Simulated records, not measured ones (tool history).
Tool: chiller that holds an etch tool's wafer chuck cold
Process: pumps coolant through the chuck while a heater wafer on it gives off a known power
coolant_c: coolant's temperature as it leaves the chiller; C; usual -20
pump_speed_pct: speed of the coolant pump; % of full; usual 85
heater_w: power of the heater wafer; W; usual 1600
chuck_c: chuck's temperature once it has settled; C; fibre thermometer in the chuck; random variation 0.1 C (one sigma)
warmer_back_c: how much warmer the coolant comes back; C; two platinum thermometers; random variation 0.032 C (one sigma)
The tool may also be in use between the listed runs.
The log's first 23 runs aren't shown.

Run 24, day 67.392: usual settings but coolant_c -28 C, pump_speed_pct 97 % of full, heater_w 1461 W. Result: chuck_c -13.3 C, warmer_back_c 2.84 C.
Run 25, day 70.929: usual settings but coolant_c -18 C, heater_w 2206 W. Result: chuck_c 6.1 C, warmer_back_c 4.82 C.
Run 26, day 74.771: usual settings but coolant_c -18 C, heater_w 2206 W. Result: chuck_c 6.2 C, warmer_back_c 4.8 C.
Run 27, day 76.992: usual settings but coolant_c -25 C, heater_w 916 W. Result: chuck_c -14.9 C, warmer_back_c 1.97 C.
Run 28, day 79.079: usual settings but coolant_c -25 C, pump_speed_pct 61 % of full. Result: chuck_c -3.3 C, warmer_back_c 4.75 C.
Run 29, day 82.112: usual settings but coolant_c -22 C, pump_speed_pct 93 % of full. Result: chuck_c -5.4 C, warmer_back_c 3.16 C.
Run 30, day 84.092: usual settings but coolant_c -19 C, pump_speed_pct 93 % of full, heater_w 992 W. Result: chuck_c -8.8 C, warmer_back_c 1.98 C.
At day 85.212: chiller's thermometer calibrated.
Run 31, day 86.562: usual settings but coolant_c -28 C, pump_speed_pct 75 % of full, heater_w 1619 W. Result: chuck_c -8.9 C, warmer_back_c 3.99 C.

Forecast each of these 3 alternatives for the next run:
Run A, day 89.842: usual settings but coolant_c -19 C, pump_speed_pct 81 % of full, heater_w 1137 W. Result: chuck_c ?, warmer_back_c ?.
Run B, day 89.842: usual settings but coolant_c -13 C, pump_speed_pct 97 % of full, heater_w 985 W. Result: chuck_c ?, warmer_back_c ?.
Run C, day 89.842: usual settings but coolant_c -11 C, pump_speed_pct 61 % of full, heater_w 1788 W. Result: chuck_c ?, warmer_back_c ?.

run  chuck_c  warmer_back_c
  A     -6.2           2.57
  B     -3.1           1.98
  C     13.3           5.34
Without the tool's hidden state the same runs would have given:
run  chuck_c  warmer_back_c
  A     -6.2           2.57
  B     -3.1           1.98
  C     13.3           5.33
